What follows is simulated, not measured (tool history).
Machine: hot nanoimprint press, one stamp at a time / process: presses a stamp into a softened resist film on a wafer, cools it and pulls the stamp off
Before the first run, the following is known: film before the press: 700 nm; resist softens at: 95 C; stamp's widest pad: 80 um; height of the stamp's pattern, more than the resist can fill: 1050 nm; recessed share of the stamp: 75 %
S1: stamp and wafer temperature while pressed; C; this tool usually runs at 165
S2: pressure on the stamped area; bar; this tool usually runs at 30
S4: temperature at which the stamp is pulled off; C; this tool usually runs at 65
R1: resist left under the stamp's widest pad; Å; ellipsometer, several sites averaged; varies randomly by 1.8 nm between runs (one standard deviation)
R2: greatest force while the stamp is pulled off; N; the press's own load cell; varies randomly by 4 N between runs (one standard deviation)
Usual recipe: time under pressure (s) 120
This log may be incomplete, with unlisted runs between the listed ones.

{"run": 1, "hour": 0.0, "S1": 165, "S2": 30, "time under pressure (s)": 120, "S4": 65, "R1": 3008, "R2": 199}
{"run": 2, "hour": 23.0, "S1": 165, "S2": 30, "time under pressure (s)": 107, "S4": 65, "R1": 3124, "R2": 213}
{"run": 3, "hour": 45.9, "S1": 165, "S2": 30, "time under pressure (s)": 120, "S4": 65, "R1": 2994, "R2": 217}
{"run": 4, "hour": 68.6, "S1": 165, "S2": 30, "time under pressure (s)": 120, "S4": 65, "R1": 3007, "R2": 223}
{"run": 5, "hour": 97.1, "S1": 165, "S2": 30, "time under pressure (s)": 99, "S4": 65, "R1": 3204, "R2": 217}
{"run": 6, "hour": 115.2, "S1": 165, "S2": 30, "time under pressure (s)": 99, "S4": 65, "R1": 3220, "R2": 220}
{"run": 7, "hour": 126.9, "S1": 165, "S2": 30, "time under pressure (s)": 94, "S4": 65, "R1": 3297, "R2": 228}
{"run": 8, "hour": 149.5, "S1": 165, "S2": 30, "time under pressure (s)": 94, "S4": 65, "R1": 3345, "R2": 234}
{"run": 9, "hour": 167.1, "S1": 165, "S2": 23.4, "time under pressure (s)": 120, "S4": 65, "R1": 3455, "R2": 236}
{"run": 10, "hour": 185.2, "S1": 165, "S2": 23.4, "time under pressure (s)": 120, "S4": 65, "R1": 3457, "R2": 237}
{"run": 11, "hour": 209.9, "S1": 165, "S2": 35.9, "time under pressure (s)": 120, "S4": 65, "R1": 2740, "R2": 232}
{"run": 12, "hour": 237.6, "S1": 165, "S2": 30, "time under pressure (s)": 120, "S4": 65, "R1": 3058, "R2": 240}
{"run": 13, "hour": 264.6, "S1": 165, "S2": 30, "time under pressure (s)": 120, "S4": 65, "R1": 3026, "R2": 237}
{"run": 14, "hour": 279.1, "S1": 165, "S2": 30, "time under pressure (s)": 120, "S4": 65, "R1": 3048, "R2": 248}
{"run": 15, "hour": 305.3, "S1": 157, "S2": 18.4, "time under pressure (s)": 120, "S4": 65, "R1": 4775, "R2": 251}
{"run": 16, "hour": 334.2, "S1": 157, "S2": 18.4, "time under pressure (s)": 120, "S4": 65, "R1": 4826, "R2": 263}
{"run": 17, "hour": 345.8, "S1": 165, "S2": 30, "time under pressure (s)": 120, "S4": 53, "R1": 3058, "R2": 299}
{"run": 18, "hour": 361.9, "S1": 165, "S2": 30, "time under pressure (s)": 120, "S4": 53, "R1": 3061, "R2": 302}
{"run": 19, "hour": 384.0, "S1": 165, "S2": 30, "time under pressure (s)": 120, "S4": 53, "R1": 3080, "R2": 297}
{"hour": 389.4, "done": "plate thermocouple calibrated"}
{"run": 20, "hour": 403.1, "S1": 156, "S2": 26.7, "time under pressure (s)": 114, "S4": 54, "R1": 4414, "R2": 309}
{"run": 21, "hour": 416.7, "S1": 156, "S2": 26.7, "time under pressure (s)": 173, "S4": 70, "R1": 3920, "R2": 259}
{"run": 22, "hour": 435.9, "S1": 164, "S2": 43.3, "time under pressure (s)": 101, "S4": 70, "R1": 2824, "R2": 258}
{"run": 23, "hour": 463.2, "S1": 165, "S2": 30, "time under pressure (s)": 120, "S4": 65, "R1": 3172, "R2": 280}
{"run": 24, "hour": 484.3, "S1": 165, "S2": 26.2, "time under pressure (s)": 120, "S4": 57, "R1": 3405, "R2": 304}
{"hour": 503.1, "done": "plate thermocouple calibrated, once more"}
{"run": 25, "hour": 503.1, "S1": 165, "S2": 18.1, "time under pressure (s)": 187, "S4": 65, "R1": 3347, "R2": 275}
{"run": 26, "hour": 517.0, "S1": 165, "S2": 30, "time under pressure (s)": 120, "S4": 61, "R1": 3002, "R2": 307}
{"run": 27, "hour": 539.2, "S1": 171, "S2": 30, "time under pressure (s)": 120, "S4": 65, "R1": 2505, "R2": 280}
{"run": 28, "hour": 557.5, "S1": 171, "S2": 30, "time under pressure (s)": 120, "S4": 65, "R1": 2498, "R2": 288}

Consider 3 possible next runs. They are alternatives, not a sequence: every one starts from the tool as it was left by run 28. What does each give?
{"hour": 565.6, "done": "stamp cleaned and given a new release coat"}
{"run": "A", "hour": 576.4, "S1": 173, "S2": 30, "time under pressure (s)": 106, "S4": 63, "R1": "?", "R2": "?"}
{"hour": 565.6, "done": "stamp cleaned and given a new release coat"}
{"run": "B", "hour": 576.4, "S1": 171, "S2": 45.8, "time under pressure (s)": 120, "S4": 65, "R1": "?", "R2": "?"}
{"hour": 565.6, "done": "stamp cleaned and given a new release coat"}
{"run": "C", "hour": 576.4, "S1": 170, "S2": 30, "time under pressure (s)": 120, "S4": 65, "R1": "?", "R2": "?"}

run=A R1=2494 R2=193
run=B R1=1964 R2=193
run=C R1=2566 R2=200
What these runs would have given with no unlogged condition in the tool:
run=A R1=2467 R2=192
run=B R1=1931 R2=191
run=C R1=2538 R2=199
